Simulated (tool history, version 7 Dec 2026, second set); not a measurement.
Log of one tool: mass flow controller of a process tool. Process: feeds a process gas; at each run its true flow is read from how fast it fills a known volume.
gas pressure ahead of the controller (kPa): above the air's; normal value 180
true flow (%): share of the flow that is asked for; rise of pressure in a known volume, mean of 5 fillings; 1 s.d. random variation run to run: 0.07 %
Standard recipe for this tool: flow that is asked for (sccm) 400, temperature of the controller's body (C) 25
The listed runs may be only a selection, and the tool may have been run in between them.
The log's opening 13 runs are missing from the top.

run,day,flow that is asked for (sccm),gas pressure ahead of the controller (kPa),temperature of the controller's body (C),true flow (%)
14,35.621,537,180,40,99.98
15,39.05,537,180,36,100.14
16,42.721,970,180,25,101.71
17,45.438,970,180,25,101.78
18,47.692,400,206,25,100.62
19,49.888,400,206,25,100.66
20,51.746,400,206,25,100.68
21,53.921,400,206,25,100.63
22,56.829,400,180,25,100.55
23,59.15,400,180,25,100.68
24,62.029,400,180,25,100.77
25,63.683,400,180,25,100.66
26,66.854,198,154,26,100.77

Predict the results of run 27:
27,68.458,623,154,26,?

{"run 27": {"true flow (%)": 100.89}}
The same run, on a tool lacking any hidden state, would have yielded true flow (%) 98.46.
